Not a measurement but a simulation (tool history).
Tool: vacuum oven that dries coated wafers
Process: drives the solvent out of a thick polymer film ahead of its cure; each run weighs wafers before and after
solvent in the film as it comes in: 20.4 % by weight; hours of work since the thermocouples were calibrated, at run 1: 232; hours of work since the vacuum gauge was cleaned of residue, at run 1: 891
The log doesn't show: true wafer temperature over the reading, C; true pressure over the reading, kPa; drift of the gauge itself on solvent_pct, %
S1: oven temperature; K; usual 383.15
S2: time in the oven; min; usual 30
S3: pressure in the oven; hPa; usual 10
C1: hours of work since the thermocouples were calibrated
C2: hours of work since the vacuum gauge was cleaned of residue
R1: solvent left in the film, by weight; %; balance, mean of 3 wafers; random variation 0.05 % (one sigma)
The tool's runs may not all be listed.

Run 1, hour 0: usual settings; C1 232; C2 891. Result: R1 3.6 %.
Run 2, hour 60.2: usual settings; C1 265; C2 924. Result: R1 3.57 %.
Run 3, hour 102.6: usual settings but S3 35 hPa; C1 289; C2 947. Result: R1 4.47 %.
Run 4, hour 182.8: usual settings but S3 35 hPa; C1 333; C2 991. Result: R1 4.46 %.
Run 5, hour 254.6: usual settings but S3 35 hPa; C1 372; C2 1030. Result: R1 4.31 %.
Run 6, hour 307: usual settings but S3 14.6 hPa; C1 401; C2 1059. Result: R1 3.69 %.
Run 7, hour 381.7: usual settings but S2 51 min, S3 14.6 hPa; C1 442; C2 1100. Result: R1 1.66 %.
Run 8, hour 430.4: usual settings but S2 51 min, S3 14.6 hPa; C1 468; C2 1127. Result: R1 1.62 %.
At hour 437.4: oven's thermocouples calibrated.
Run 9, hour 472: usual settings but S2 51 min, S3 14.6 hPa; C1 19; C2 1149. Result: R1 1.7 %.
At hour 547.8: vacuum gauge cleaned of residue and calibrated.
Run 10, hour 550.8: usual settings but S2 51 min, S3 14.6 hPa; C1 61; C2 2. Result: R1 1.65 %.
Run 11, hour 590.3: usual settings but S1 390.15 K, S2 20 min, S3 9.4 hPa; C1 83; C2 23. Result: R1 3.97 %.
At hour 605.4: oven's thermocouples calibrated, once more.
Run 12, hour 667.6: usual settings but S1 390.15 K, S2 20 min, S3 9.4 hPa; C1 34; C2 65. Result: R1 3.81 %.
Run 13, hour 720.6: usual settings but S1 390.15 K, S2 20 min, S3 9.4 hPa; C1 63; C2 94. Result: R1 3.82 %.
Run 14, hour 791.3: usual settings but S1 378.15 K, S2 18 min, S3 35 hPa; C1 102; C2 133. Result: R1 8.55 %.
Run 15, hour 832.1: usual settings but S1 382.15 K, S2 18 min, S3 7.4 hPa; C1 124; C2 155. Result: R1 6.48 %.
Run 16, hour 902.5: usual settings but S1 381.15 K, S2 28 min, S3 7.2 hPa; C1 163; C2 194. Result: R1 4.26 %.

How the hidden state differs across the entries between the runs, from the last listed run before each to the first after it:
Between runs 8 and 9: oven's thermocouples calibrated (hour 437.4)
  true wafer temperature over the reading, C: -0.83 -> -0.97; true pressure over the reading, kPa: 0.23 -> 0.234
  measured less the result without the state, R1: +0.2 -> +0.23 %
Between runs 9 and 10: vacuum gauge cleaned of residue and calibrated (hour 547.8)
  true wafer temperature over the reading, C: -0.97 -> -1.02; true pressure over the reading, kPa: 0.234 -> 0.02
  measured less the result without the state, R1: +0.23 -> +0.15 %
Between runs 11 and 12: oven's thermocouples calibrated, once more (hour 605.4)
  true wafer temperature over the reading, C: -1.04 -> -0.21; true pressure over the reading, kPa: 0.025 -> 0.032
  measured less the result without the state, R1: +0.27 -> +0.06 %
